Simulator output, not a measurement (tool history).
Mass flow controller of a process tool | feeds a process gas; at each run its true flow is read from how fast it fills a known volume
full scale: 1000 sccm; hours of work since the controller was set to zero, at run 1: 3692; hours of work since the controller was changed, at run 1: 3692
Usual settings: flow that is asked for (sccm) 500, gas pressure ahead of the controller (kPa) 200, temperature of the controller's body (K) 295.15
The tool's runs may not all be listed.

| run | hour | flow that is asked for (sccm) | gas pressure ahead of the controller (kPa) | temperature of the controller's body (K) | hours of work since the controller was set to zero | hours of work since the controller was changed | true flow (%) |
|---|---|---|---|---|---|---|---|
| 1 | 0 | 500 | 200 | 295.15 | 3692 | 3692 | 98.57 |
| 2 | 152.4 | 500 | 200 | 293.15 | 3812 | 3812 | 98.52 |
| 3 | 357.2 | 500 | 200 | 293.15 | 3972 | 3972 | 98.53 |
| 4 | 542.4 | 500 | 200 | 296.15 | 4118 | 4118 | 98.75 |
| 5 | 746.8 | 309 | 200 | 295.15 | 4278 | 4278 | 98.13 |
| 6 | 886.9 | 500 | 242 | 295.15 | 4388 | 4388 | 98.8 |
| 7 | 1046.1 | 500 | 242 | 295.15 | 4513 | 4513 | 98.7 |
| 8 | 1182.9 | 158 | 177 | 295.15 | 4621 | 4621 | 97.77 |
| 9 | 1374.8 | 272 | 226 | 295.15 | 4771 | 4771 | 98.17 |
| 10 | 1489.3 | 272 | 226 | 295.15 | 4861 | 4861 | 98.08 |
| 11 | 1633.9 | 272 | 226 | 295.15 | 4975 | 4975 | 98.02 |
| 12 | 1866.4 | 272 | 226 | 295.15 | 5157 | 5157 | 98.09 |

5 ways to go on from here, each from the tool as it stands after run 12. What would each give?
| A | 2092.7 | 265 | 269 | 295.15 | 5335 | 5335 | ? |
| B | 2092.7 | 983 | 265 | 295.15 | 5335 | 5335 | ? |
| C | 2092.7 | 492 | 200 | 295.15 | 5335 | 5335 | ? |
| D | 2092.7 | 272 | 223 | 303.15 | 5335 | 5335 | ? |
| E | 2092.7 | 500 | 200 | 296.15 | 5335 | 5335 | ? |

| run | true flow (%) |
|---|---|
| A | 98.14 |
| B | 99.52 |
| C | 98.37 |
| D | 98.81 |
| E | 98.5 |
Without the tool's hidden state the same runs would have given:
| run | true flow (%) |
|---|---|
| A | 98.54 |
| B | 99.91 |
| C | 98.76 |
| D | 99.21 |
| E | 98.88 |
